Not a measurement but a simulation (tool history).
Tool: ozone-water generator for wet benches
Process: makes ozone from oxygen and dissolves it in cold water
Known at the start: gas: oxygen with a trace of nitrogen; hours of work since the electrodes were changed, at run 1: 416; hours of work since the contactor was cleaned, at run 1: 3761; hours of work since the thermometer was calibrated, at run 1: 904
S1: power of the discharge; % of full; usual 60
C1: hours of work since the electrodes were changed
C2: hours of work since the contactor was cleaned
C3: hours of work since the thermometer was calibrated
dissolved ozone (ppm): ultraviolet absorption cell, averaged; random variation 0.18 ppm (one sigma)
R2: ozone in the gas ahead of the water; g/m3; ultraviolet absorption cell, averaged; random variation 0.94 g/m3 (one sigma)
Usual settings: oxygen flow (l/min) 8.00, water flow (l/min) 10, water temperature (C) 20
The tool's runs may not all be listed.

run 1 hour=0.0 | S1=60 oxygen_flow_(l/min)=8.00 water_flow_(l/min)=10 water_temperature_(C)=20 | C1=416 C2=3761 C3=904 | dissolved_ozone_(ppm)=24.7 R2=160.4
run 2 hour=21.3 | S1=48 oxygen_flow_(l/min)=8.00 water_flow_(l/min)=10 water_temperature_(C)=20 | C1=434 C2=3779 C3=922 | dissolved_ozone_(ppm)=21.1 R2=136.8
run 3 hour=35.9 | S1=48 oxygen_flow_(l/min)=8.00 water_flow_(l/min)=10 water_temperature_(C)=20 | C1=447 C2=3792 C3=935 | dissolved_ozone_(ppm)=21.2 R2=136.2
run 4 hour=65.9 | S1=48 oxygen_flow_(l/min)=8.00 water_flow_(l/min)=10 water_temperature_(C)=20 | C1=472 C2=3817 C3=960 | dissolved_ozone_(ppm)=21.0 R2=135.7
run 5 hour=81.8 | S1=60 oxygen_flow_(l/min)=8.00 water_flow_(l/min)=10 water_temperature_(C)=14 | C1=486 C2=3831 C3=974 | dissolved_ozone_(ppm)=28.5 R2=160.8
run 6 hour=94.1 | S1=60 oxygen_flow_(l/min)=8.00 water_flow_(l/min)=10 water_temperature_(C)=17 | C1=496 C2=3841 C3=984 | dissolved_ozone_(ppm)=26.6 R2=159.9
run 7 hour=114.5 | S1=60 oxygen_flow_(l/min)=8.00 water_flow_(l/min)=10 water_temperature_(C)=17 | C1=513 C2=3859 C3=1001 | dissolved_ozone_(ppm)=26.5 R2=162.2
run 8 hour=139.3 | S1=60 oxygen_flow_(l/min)=8.00 water_flow_(l/min)=10 water_temperature_(C)=17 | C1=534 C2=3880 C3=1022 | dissolved_ozone_(ppm)=26.5 R2=161.3
run 9 hour=166.4 | S1=60 oxygen_flow_(l/min)=8.00 water_flow_(l/min)=10 water_temperature_(C)=20 | C1=557 C2=3903 C3=1045 | dissolved_ozone_(ppm)=24.6 R2=161.3
run 10 hour=190.5 | S1=60 oxygen_flow_(l/min)=8.00 water_flow_(l/min)=10 water_temperature_(C)=20 | C1=578 C2=3923 C3=1066 | dissolved_ozone_(ppm)=25.0 R2=160.5
run 11 hour=210.7 | S1=60 oxygen_flow_(l/min)=8.00 water_flow_(l/min)=10 water_temperature_(C)=20 | C1=595 C2=3940 C3=1083 | dissolved_ozone_(ppm)=24.7 R2=160.8
run 12 hour=239.4 | S1=60 oxygen_flow_(l/min)=8.00 water_flow_(l/min)=10 water_temperature_(C)=20 | C1=620 C2=3965 C3=1108 | dissolved_ozone_(ppm)=24.9 R2=164.0
run 13 hour=258.8 | S1=60 oxygen_flow_(l/min)=9.54 water_flow_(l/min)=10 water_temperature_(C)=20 | C1=636 C2=3981 C3=1124 | dissolved_ozone_(ppm)=23.8 R2=149.1
run 14 hour=284.6 | S1=60 oxygen_flow_(l/min)=8.00 water_flow_(l/min)=10 water_temperature_(C)=20 | C1=658 C2=4003 C3=1146 | dissolved_ozone_(ppm)=24.9 R2=162.2
run 15 hour=301.2 | S1=60 oxygen_flow_(l/min)=8.00 water_flow_(l/min)=10 water_temperature_(C)=20 | C1=672 C2=4017 C3=1160 | dissolved_ozone_(ppm)=24.8 R2=164.3
run 16 hour=330.1 | S1=60 oxygen_flow_(l/min)=4.80 water_flow_(l/min)=10 water_temperature_(C)=20 | C1=697 C2=4042 C3=1185 | dissolved_ozone_(ppm)=26.3 R2=204.6
run 17 hour=347.8 | S1=60 oxygen_flow_(l/min)=9.57 water_flow_(l/min)=14 water_temperature_(C)=21 | C1=712 C2=4057 C3=1200 | dissolved_ozone_(ppm)=19.8 R2=150.2
run 18 hour=362.7 | S1=60 oxygen_flow_(l/min)=9.57 water_flow_(l/min)=13 water_temperature_(C)=21 | C1=724 C2=4070 C3=1212 | dissolved_ozone_(ppm)=20.6 R2=151.7
run 19 hour=391.5 | S1=60 oxygen_flow_(l/min)=9.57 water_flow_(l/min)=13 water_temperature_(C)=21 | C1=749 C2=4094 C3=1237 | dissolved_ozone_(ppm)=20.8 R2=150.9
run 20 hour=410.3 | S1=66 oxygen_flow_(l/min)=4.73 water_flow_(l/min)=7 water_temperature_(C)=17 | C1=765 C2=4110 C3=1253 | dissolved_ozone_(ppm)=37.2 R2=220.7
run 21 hour=424.5 | S1=54 oxygen_flow_(l/min)=11.76 water_flow_(l/min)=7 water_temperature_(C)=22 | C1=777 C2=4122 C3=1265 | dissolved_ozone_(ppm)=23.0 R2=127.9
-- hour=446.1 gauge calibrated
run 22 hour=449.6 | S1=60 oxygen_flow_(l/min)=7.59 water_flow_(l/min)=10 water_temperature_(C)=14 | C1=798 C2=4143 C3=1286 | dissolved_ozone_(ppm)=28.7 R2=163.7
run 23 hour=476.8 | S1=60 oxygen_flow_(l/min)=7.59 water_flow_(l/min)=10 water_temperature_(C)=14 | C1=821 C2=4167 C3=1309 | dissolved_ozone_(ppm)=28.4 R2=162.9
run 24 hour=489.8 | S1=60 oxygen_flow_(l/min)=5.09 water_flow_(l/min)=10 water_temperature_(C)=14 | C1=832 C2=4178 C3=1320 | dissolved_ozone_(ppm)=29.4 R2=198.7
run 25 hour=502.9 | S1=68 oxygen_flow_(l/min)=8.00 water_flow_(l/min)=10 water_temperature_(C)=24 | C1=844 C2=4189 C3=1332 | dissolved_ozone_(ppm)=24.8 R2=174.9
run 26 hour=525.5 | S1=47 oxygen_flow_(l/min)=4.64 water_flow_(l/min)=14 water_temperature_(C)=15 | C1=863 C2=4208 C3=1351 | dissolved_ozone_(ppm)=18.9 R2=171.6
run 27 hour=552.8 | S1=47 oxygen_flow_(l/min)=10.57 water_flow_(l/min)=14 water_temperature_(C)=26 | C1=886 C2=4231 C3=1374 | dissolved_ozone_(ppm)=14.5 R2=118.9
run 28 hour=570.0 | S1=47 oxygen_flow_(l/min)=10.57 water_flow_(l/min)=14 water_temperature_(C)=26 | C1=901 C2=4246 C3=1389 | dissolved_ozone_(ppm)=14.5 R2=120.0
run 29 hour=588.2 | S1=40 oxygen_flow_(l/min)=7.33 water_flow_(l/min)=14 water_temperature_(C)=26 | C1=916 C2=4261 C3=1404 | dissolved_ozone_(ppm)=13.8 R2=125.1
run 30 hour=601.0 | S1=40 oxygen_flow_(l/min)=7.33 water_flow_(l/min)=8 water_temperature_(C)=26 | C1=927 C2=4272 C3=1415 | dissolved_ozone_(ppm)=17.9 R2=124.3
run 31 hour=616.6 | S1=60 oxygen_flow_(l/min)=8.00 water_flow_(l/min)=8 water_temperature_(C)=20 | C1=940 C2=4285 C3=1428 | dissolved_ozone_(ppm)=27.9 R2=162.8
run 32 hour=635.3 | S1=60 oxygen_flow_(l/min)=8.00 water_flow_(l/min)=8 water_temperature_(C)=20 | C1=956 C2=4301 C3=1444 | dissolved_ozone_(ppm)=27.4 R2=162.1

Hidden state or all else? Some run-to-run changes of R2, split into what the settings, what came in and random variation would give without the hidden state, and what is left for the hidden state (with any gauge scatter that isn't in both results):
The hidden state here: yield of the discharge, % of new electrodes'; contactor's efficiency, % of a clean one's; true water temperature over the reading, C; drift of the gauge itself on ozone_ppm, %; drift of the gauge itself on gas_g_m3, %.
Run 16 -> 17: oxygen flow (l/min) 4.80 -> 9.57, water flow (l/min) 10 -> 14, water temperature (C) 20 -> 21. R2 -54.4 g/m3: hidden state -1.0, all else -53.4.
Run 19 -> 20: S1 60 -> 66, oxygen flow (l/min) 9.57 -> 4.73, water flow (l/min) 13 -> 7, water temperature (C) 21 -> 17. R2 +69.8 g/m3: hidden state +2.0, all else +67.8.
Run 20 -> 21: S1 66 -> 54, oxygen flow (l/min) 4.73 -> 11.76, water temperature (C) 17 -> 22. R2 -92.8 g/m3: hidden state -2.3, all else -90.5.
Run 21 -> 22: S1 54 -> 60, oxygen flow (l/min) 11.76 -> 7.59, water flow (l/min) 7 -> 10, water temperature (C) 22 -> 14, gauge calibrated. R2 +35.8 g/m3: hidden state -3.5, all else +39.3.
